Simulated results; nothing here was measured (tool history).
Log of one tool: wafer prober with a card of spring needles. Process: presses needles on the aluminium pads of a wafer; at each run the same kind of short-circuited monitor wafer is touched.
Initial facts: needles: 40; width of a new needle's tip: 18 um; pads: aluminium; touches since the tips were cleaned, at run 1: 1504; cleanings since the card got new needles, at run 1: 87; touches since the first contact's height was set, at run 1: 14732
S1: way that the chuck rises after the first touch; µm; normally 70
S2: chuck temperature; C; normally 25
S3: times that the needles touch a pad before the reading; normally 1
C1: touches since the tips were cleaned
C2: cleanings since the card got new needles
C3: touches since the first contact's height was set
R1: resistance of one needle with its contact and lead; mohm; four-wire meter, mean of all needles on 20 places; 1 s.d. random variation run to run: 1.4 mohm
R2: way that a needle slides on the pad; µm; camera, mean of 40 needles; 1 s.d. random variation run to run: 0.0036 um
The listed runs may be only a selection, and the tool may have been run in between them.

{"run": 1, "day": 0.0, "S1": 70, "S2": 25, "S3": 1, "C1": 1504, "C2": 87, "C3": 14732, "R1": 138, "R2": 13.787}
{"day": 0.7, "done": "tips cleaned on abrasive film"}
{"day": 1.571, "done": "tips cleaned on abrasive film"}
{"day": 2.442, "done": "tips cleaned on abrasive film"}
{"day": 3.317, "done": "tips cleaned on abrasive film"}
{"run": 2, "day": 3.608, "S1": 70, "S2": 25, "S3": 1, "C1": 3165, "C2": 91, "C3": 53704, "R1": 149, "R2": 13.75}
{"day": 4.133, "done": "tips cleaned on abrasive film"}
{"day": 4.312, "done": "height of the first contact set anew"}
{"day": 5.012, "done": "tips cleaned on abrasive film"}
{"run": 3, "day": 5.446, "S1": 70, "S2": 25, "S3": 1, "C1": 4713, "C2": 93, "C3": 12271, "R1": 154, "R2": 13.801}
{"day": 5.8, "done": "tips cleaned on abrasive film"}
{"day": 6.671, "done": "tips cleaned on abrasive film"}
{"day": 7.546, "done": "tips cleaned on abrasive film"}
{"day": 8.417, "done": "tips cleaned on abrasive film"}
{"day": 9.288, "done": "tips cleaned on abrasive film"}
{"run": 4, "day": 9.362, "S1": 70, "S2": 25, "S3": 1, "C1": 772, "C2": 98, "C3": 54534, "R1": 130, "R2": 13.751}
{"day": 10.062, "done": "tips cleaned on abrasive film"}
{"day": 10.075, "done": "height of the first contact set anew"}
{"day": 10.775, "done": "tips cleaned on abrasive film"}
{"day": 11.533, "done": "tips cleaned on abrasive film"}
{"run": 5, "day": 11.533, "S1": 70, "S2": 78, "S3": 1, "C1": 0, "C2": 101, "C3": 15773, "R1": 128, "R2": 13.79}
{"day": 12.408, "done": "tips cleaned on abrasive film"}
{"day": 13.271, "done": "tips cleaned on abrasive film"}
{"day": 14.058, "done": "tips cleaned on abrasive film"}
{"run": 6, "day": 14.058, "S1": 70, "S2": 78, "S3": 1, "C1": 0, "C2": 104, "C3": 43034, "R1": 127, "R2": 13.758}
{"day": 14.758, "done": "tips cleaned on abrasive film"}
{"day": 15.633, "done": "tips cleaned on abrasive film"}
{"day": 15.821, "done": "height of the first contact set anew"}
{"day": 16.512, "done": "tips cleaned on abrasive film"}
{"day": 17.379, "done": "tips cleaned on abrasive film"}
{"run": 7, "day": 17.379, "S1": 70, "S2": 78, "S3": 1, "C1": 0, "C2": 108, "C3": 16801, "R1": 125, "R2": 13.783}
{"day": 18.25, "done": "tips cleaned on abrasive film"}
{"day": 18.954, "done": "tips cleaned on abrasive film"}
{"day": 19.825, "done": "tips cleaned on abrasive film"}
{"day": 20.671, "done": "tips cleaned on abrasive film"}
{"run": 8, "day": 20.671, "S1": 70, "S2": 78, "S3": 1, "C1": 0, "C2": 112, "C3": 52385, "R1": 127, "R2": 13.74}
{"day": 21.546, "done": "tips cleaned on abrasive film"}
{"day": 21.558, "done": "height of the first contact set anew"}
{"day": 22.433, "done": "tips cleaned on abrasive film"}
{"run": 9, "day": 22.592, "S1": 70, "S2": 78, "S3": 1, "C1": 1711, "C2": 114, "C3": 11158, "R1": 149, "R2": 13.795}
{"day": 23.292, "done": "tips cleaned on abrasive film"}
{"day": 23.992, "done": "tips cleaned on abrasive film"}
{"day": 24.858, "done": "tips cleaned on abrasive film"}
{"day": 25.712, "done": "tips cleaned on abrasive film"}
{"run": 10, "day": 25.712, "S1": 70, "S2": 78, "S3": 1, "C1": 0, "C2": 118, "C3": 44859, "R1": 129, "R2": 13.759}
{"day": 26.588, "done": "tips cleaned on abrasive film"}
{"day": 27.288, "done": "tips cleaned on abrasive film"}
{"day": 27.3, "done": "height of the first contact set anew"}
{"day": 28.175, "done": "tips cleaned on abrasive film"}
{"run": 11, "day": 28.471, "S1": 70, "S2": 78, "S3": 1, "C1": 3192, "C2": 121, "C3": 12639, "R1": 157, "R2": 13.796}
{"day": 28.996, "done": "tips cleaned on abrasive film"}
{"day": 29.871, "done": "tips cleaned on abrasive film"}
{"day": 30.746, "done": "tips cleaned on abrasive film"}
{"day": 31.604, "done": "tips cleaned on abrasive film"}
{"run": 12, "day": 31.629, "S1": 70, "S2": 78, "S3": 1, "C1": 262, "C2": 125, "C3": 46742, "R1": 129, "R2": 13.764}
{"day": 32.325, "done": "tips cleaned on abrasive film"}
{"day": 33.025, "done": "tips cleaned on abrasive film"}
{"day": 33.038, "done": "height of the first contact set anew"}
{"day": 33.742, "done": "tips cleaned on abrasive film"}
{"run": 13, "day": 34.171, "S1": 70, "S2": 78, "S3": 1, "C1": 4692, "C2": 128, "C3": 12251, "R1": 166, "R2": 13.796}
{"day": 34.525, "done": "tips cleaned on abrasive film"}
{"day": 35.396, "done": "tips cleaned on abrasive film"}
{"day": 36.1, "done": "tips cleaned on abrasive film"}
{"run": 14, "day": 36.688, "S1": 70, "S2": 25, "S3": 2, "C1": 6418, "C2": 131, "C3": 39440, "R1": 147, "R2": 13.766}
{"day": 36.867, "done": "tips cleaned on abrasive film"}
{"day": 37.567, "done": "tips cleaned on abrasive film"}
{"day": 38.442, "done": "tips cleaned on abrasive film"}
{"day": 38.804, "done": "height of the first contact set anew"}
{"day": 39.329, "done": "tips cleaned on abrasive film"}
{"day": 40.029, "done": "tips cleaned on abrasive film"}
{"run": 15, "day": 40.562, "S1": 78, "S2": 57, "S3": 2, "C1": 5766, "C2": 136, "C3": 18993, "R1": 143, "R2": 15.362}
{"day": 40.742, "done": "tips cleaned on abrasive film"}
{"day": 41.442, "done": "tips cleaned on abrasive film"}
{"day": 42.304, "done": "tips cleaned on abrasive film"}
{"day": 43.158, "done": "tips cleaned on abrasive film"}
{"run": 16, "day": 43.592, "S1": 76, "S2": 40, "S3": 2, "C1": 4661, "C2": 140, "C3": 51682, "R1": 142, "R2": 14.925}
{"day": 43.933, "done": "tips cleaned on abrasive film"}
{"day": 44.633, "done": "tips cleaned on abrasive film"}
{"day": 44.646, "done": "height of the first contact set anew"}
{"day": 45.521, "done": "tips cleaned on abrasive film"}
{"day": 46.396, "done": "tips cleaned on abrasive film"}
{"run": 17, "day": 46.696, "S1": 79, "S2": 51, "S3": 2, "C1": 3243, "C2": 144, "C3": 22140, "R1": 135, "R2": 15.563}
{"day": 47.221, "done": "tips cleaned on abrasive film"}
{"day": 48.096, "done": "tips cleaned on abrasive film"}
{"run": 18, "day": 48.746, "S1": 70, "S2": 35, "S3": 2, "C1": 7031, "C2": 146, "C3": 44288, "R1": 147, "R2": 13.763}
{"day": 48.921, "done": "tips cleaned on abrasive film"}
{"day": 49.625, "done": "tips cleaned on abrasive film"}
{"day": 50.333, "done": "height of the first contact set anew"}
{"day": 50.508, "done": "tips cleaned on abrasive film"}
{"day": 51.379, "done": "tips cleaned on abrasive film"}
{"day": 52.254, "done": "tips cleaned on abrasive film"}
{"run": 19, "day": 52.558, "S1": 70, "S2": 57, "S3": 1, "C1": 3334, "C2": 151, "C3": 24042, "R1": 159, "R2": 13.767}
{"day": 53.071, "done": "tips cleaned on abrasive film"}
{"day": 53.942, "done": "tips cleaned on abrasive film"}
{"day": 54.808, "done": "tips cleaned on abrasive film"}
{"day": 55.508, "done": "tips cleaned on abrasive film"}
{"day": 56.046, "done": "height of the first contact set anew"}
{"run": 20, "day": 56.133, "S1": 70, "S2": 25, "S3": 2, "C1": 6657, "C2": 155, "C3": 988, "R1": 149, "R2": 13.807}
{"day": 56.312, "done": "tips cleaned on abrasive film"}
{"day": 57.175, "done": "tips cleaned on abrasive film"}
{"day": 58.038, "done": "tips cleaned on abrasive film"}
{"day": 58.912, "done": "tips cleaned on abrasive film"}
{"run": 21, "day": 59.271, "S1": 90, "S2": 54, "S3": 1, "C1": 3874, "C2": 159, "C3": 34820, "R1": 139, "R2": 17.714}
{"day": 59.621, "done": "tips cleaned on abrasive film"}
{"day": 60.488, "done": "tips cleaned on abrasive film"}
{"run": 22, "day": 60.883, "S1": 90, "S2": 54, "S3": 1, "C1": 4258, "C2": 161, "C3": 52232, "R1": 142, "R2": 17.693}
{"day": 61.217, "done": "tips cleaned on abrasive film"}
{"day": 61.754, "done": "height of the first contact set anew"}
{"day": 62.083, "done": "tips cleaned on abrasive film"}
{"day": 62.958, "done": "tips cleaned on abrasive film"}
{"day": 63.833, "done": "tips cleaned on abrasive film"}
{"day": 64.671, "done": "tips cleaned on abrasive film"}
{"run": 23, "day": 64.671, "S1": 57, "S2": 96, "S3": 3, "C1": 0, "C2": 166, "C3": 31481, "R1": 136, "R2": 11.204}
{"day": 65.546, "done": "tips cleaned on abrasive film"}
{"day": 66.421, "done": "tips cleaned on abrasive film"}
{"day": 67.288, "done": "tips cleaned on abrasive film"}
{"day": 67.475, "done": "height of the first contact set anew"}
{"run": 24, "day": 67.538, "S1": 57, "S2": 96, "S3": 3, "C1": 2585, "C2": 169, "C3": 695, "R1": 149, "R2": 11.248}
{"day": 68.067, "done": "tips cleaned on abrasive film"}
{"day": 68.938, "done": "tips cleaned on abrasive film"}
{"day": 69.812, "done": "tips cleaned on abrasive film"}
{"run": 25, "day": 70.425, "S1": 57, "S2": 96, "S3": 3, "C1": 6683, "C2": 172, "C3": 31912, "R1": 158, "R2": 11.204}

Here are 3 independent what-if runs from the current tool condition. What would each one return?
{"day": 70.588, "done": "tips cleaned on abrasive film"}
{"day": 71.288, "done": "tips cleaned on abrasive film"}
{"day": 72.162, "done": "tips cleaned on abrasive film"}
{"day": 73.038, "done": "tips cleaned on abrasive film"}
{"day": 73.225, "done": "height of the first contact set anew"}
{"run": "A", "day": 73.438, "S1": 57, "S2": 96, "S3": 3, "C1": 4204, "C2": 176, "C3": 2315, "R1": "?", "R2": "?"}
{"day": 70.588, "done": "tips cleaned on abrasive film"}
{"day": 71.288, "done": "tips cleaned on abrasive film"}
{"day": 72.162, "done": "tips cleaned on abrasive film"}
{"day": 73.038, "done": "tips cleaned on abrasive film"}
{"day": 73.225, "done": "height of the first contact set anew"}
{"run": "B", "day": 73.438, "S1": 63, "S2": 96, "S3": 2, "C1": 4204, "C2": 176, "C3": 2315, "R1": "?", "R2": "?"}
{"day": 70.588, "done": "tips cleaned on abrasive film"}
{"day": 71.288, "done": "tips cleaned on abrasive film"}
{"day": 72.162, "done": "tips cleaned on abrasive film"}
{"day": 73.038, "done": "tips cleaned on abrasive film"}
{"day": 73.225, "done": "height of the first contact set anew"}
{"run": "C", "day": 73.438, "S1": 66, "S2": 26, "S3": 3, "C1": 4204, "C2": 176, "C3": 2315, "R1": "?", "R2": "?"}

run=A R1=155 R2=11.241
run=B R1=159 R2=12.433
run=C R1=133 R2=13.017
With no hidden state in the tool, these same runs would have given:
run=A R1=129 R2=11.241
run=B R1=125 R2=12.433
run=C R1=112 R2=13.017
